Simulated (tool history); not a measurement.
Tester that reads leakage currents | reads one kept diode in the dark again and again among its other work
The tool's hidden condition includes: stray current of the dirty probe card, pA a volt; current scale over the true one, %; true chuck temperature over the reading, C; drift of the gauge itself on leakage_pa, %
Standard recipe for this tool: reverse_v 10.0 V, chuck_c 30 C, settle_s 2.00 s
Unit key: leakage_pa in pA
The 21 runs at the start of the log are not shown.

| run | hour | reverse_v | chuck_c | settle_s | hours of work since the probe card was cleaned | hours of work since the tester was calibrated | hours of work since the chuck was calibrated | leakage_pa |
|---|---|---|---|---|---|---|---|---|
| 22 | 580.8 | 7.7 | 32 | 1.16 | 836 | 1926 | 48 | 490.30 |
| 23 | 598.4 | 2.3 | 49 | 3.72 | 847 | 1937 | 58 | 1021.24 |
| 24 | 630.4 | 2.3 | 49 | 3.72 | 866 | 1955 | 77 | 1022.29 |
| 25 | 646.8 | 1.8 | 49 | 3.50 | 875 | 1965 | 86 | 916.37 |
| 26 | 670.4 | 1.8 | 49 | 3.50 | 889 | 1979 | 100 | 909.70 |
|  | 687.6 | chuck's temperature calibrated, once more |
| 27 | 687.6 | 1.0 | 49 | 1.55 | 898 | 1988 | 0 | 642.89 |
| 28 | 708.7 | 4.2 | 58 | 2.92 | 911 | 2000 | 12 | 2342.15 |
| 29 | 742.3 | 4.3 | 58 | 2.92 | 931 | 2020 | 32 | 2380.24 |
| 30 | 758.0 | 4.3 | 58 | 2.92 | 940 | 2029 | 42 | 2390.65 |
| 31 | 786.0 | 2.3 | 26 | 2.00 | 956 | 2046 | 58 | 158.52 |
| 32 | 808.5 | 13.0 | 24 | 2.00 | 970 | 2059 | 71 | 304.89 |
| 33 | 826.8 | 7.0 | 25 | 2.00 | 980 | 2070 | 82 | 247.30 |
| 34 | 853.4 | 7.0 | 25 | 2.00 | 996 | 2086 | 98 | 248.56 |

Run 35 is up next; what results do you expect?
| 35 | 885.7 | 15.5 | 25 | 7.41 | 1015 | 2105 | 117 | ? |

{"run 35": {"leakage_pa": 364.48}}
Had the tool carried no hidden state, the very same run would have given leakage_pa 338.69 pA.
